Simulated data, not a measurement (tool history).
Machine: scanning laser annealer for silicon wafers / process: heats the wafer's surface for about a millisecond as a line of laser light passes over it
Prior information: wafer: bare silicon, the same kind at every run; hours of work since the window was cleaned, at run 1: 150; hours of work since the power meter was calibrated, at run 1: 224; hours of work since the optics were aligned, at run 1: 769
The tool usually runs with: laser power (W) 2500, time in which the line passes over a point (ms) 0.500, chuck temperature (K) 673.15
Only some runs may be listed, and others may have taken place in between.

| run | hour | laser power (W) | time in which the line passes over a point (ms) | chuck temperature (K) | hours of work since the window was cleaned | hours of work since the power meter was calibrated | hours of work since the optics were aligned | highest temperature of the surface (K) |
|---|---|---|---|---|---|---|---|---|
| 1 | 0.0 | 2500 | 0.500 | 673.15 | 150 | 224 | 769 | 1465.15 |
| 2 | 9.4 | 2500 | 0.500 | 673.15 | 157 | 230 | 776 | 1465.15 |
| 3 | 16.5 | 2500 | 0.500 | 645.15 | 162 | 235 | 781 | 1440.15 |
| 4 | 25.2 | 2500 | 0.500 | 645.15 | 168 | 242 | 787 | 1440.15 |
| 5 | 29.6 | 2500 | 0.500 | 691.15 | 171 | 245 | 790 | 1483.15 |
| 6 | 36.9 | 2500 | 0.500 | 691.15 | 176 | 250 | 796 | 1485.15 |
| 7 | 45.6 | 2500 | 0.500 | 691.15 | 182 | 256 | 802 | 1488.15 |
| 8 | 54.4 | 2500 | 0.500 | 673.15 | 189 | 262 | 808 | 1466.15 |
| 9 | 63.8 | 2500 | 0.584 | 673.15 | 195 | 269 | 815 | 1522.15 |
| 10 | 70.6 | 2491 | 0.584 | 673.15 | 200 | 274 | 820 | 1522.15 |
| 11 | 74.7 | 2491 | 0.584 | 647.15 | 203 | 277 | 823 | 1491.15 |
| 12 | 80.6 | 2500 | 0.500 | 672.15 | 207 | 281 | 827 | 1464.15 |
| 13 | 89.0 | 2500 | 0.500 | 672.15 | 213 | 287 | 833 | 1465.15 |
| 14 | 97.3 | 2500 | 0.500 | 672.15 | 219 | 293 | 839 | 1467.15 |
| 15 | 103.9 | 2500 | 0.513 | 673.15 | 224 | 297 | 843 | 1476.15 |
| 16 | 108.5 | 2500 | 0.513 | 673.15 | 227 | 301 | 847 | 1476.15 |
| 17 | 114.6 | 2500 | 0.513 | 673.15 | 231 | 305 | 851 | 1474.15 |
| 18 | 118.6 | 2500 | 0.513 | 673.15 | 234 | 308 | 854 | 1474.15 |
| 19 | 124.9 | 2500 | 0.513 | 673.15 | 239 | 312 | 858 | 1475.15 |
| 20 | 134.2 | 2500 | 0.500 | 667.15 | 245 | 319 | 865 | 1463.15 |
| 21 | 141.7 | 2236 | 0.500 | 685.15 | 251 | 324 | 870 | 1383.15 |
| 22 | 147.7 | 2236 | 0.500 | 685.15 | 255 | 329 | 874 | 1382.15 |
| 23 | 153.3 | 2236 | 0.500 | 683.15 | 259 | 333 | 878 | 1380.15 |
| 24 | 162.1 | 2672 | 0.372 | 710.15 | 265 | 339 | 885 | 1462.15 |
| 25 | 166.3 | 2207 | 0.500 | 665.15 | 268 | 342 | 888 | 1350.15 |
| 26 | 174.1 | 2584 | 0.508 | 655.15 | 274 | 347 | 893 | 1482.15 |
| 27 | 179.1 | 2396 | 0.396 | 654.15 | 277 | 351 | 897 | 1340.15 |
| 28 | 187.2 | 2448 | 0.578 | 702.15 | 283 | 357 | 902 | 1528.15 |
| 29 | 193.2 | 2448 | 0.578 | 702.15 | 287 | 361 | 907 | 1527.15 |
| 30 | 198.8 | 2448 | 0.578 | 702.15 | 291 | 365 | 911 | 1529.15 |
| 31 | 204.2 | 2448 | 0.578 | 702.15 | 295 | 369 | 915 | 1524.15 |

What will run 32 give?
| 32 | 212.3 | 2448 | 0.578 | 702.15 | 301 | 375 | 920 | ? |

{"run 32": {"highest temperature of the surface (K)": 1529.15}}
With the hidden condition absent and the run-to-run variation left alone, this run would have shown highest temperature of the surface (K) 1530.15.
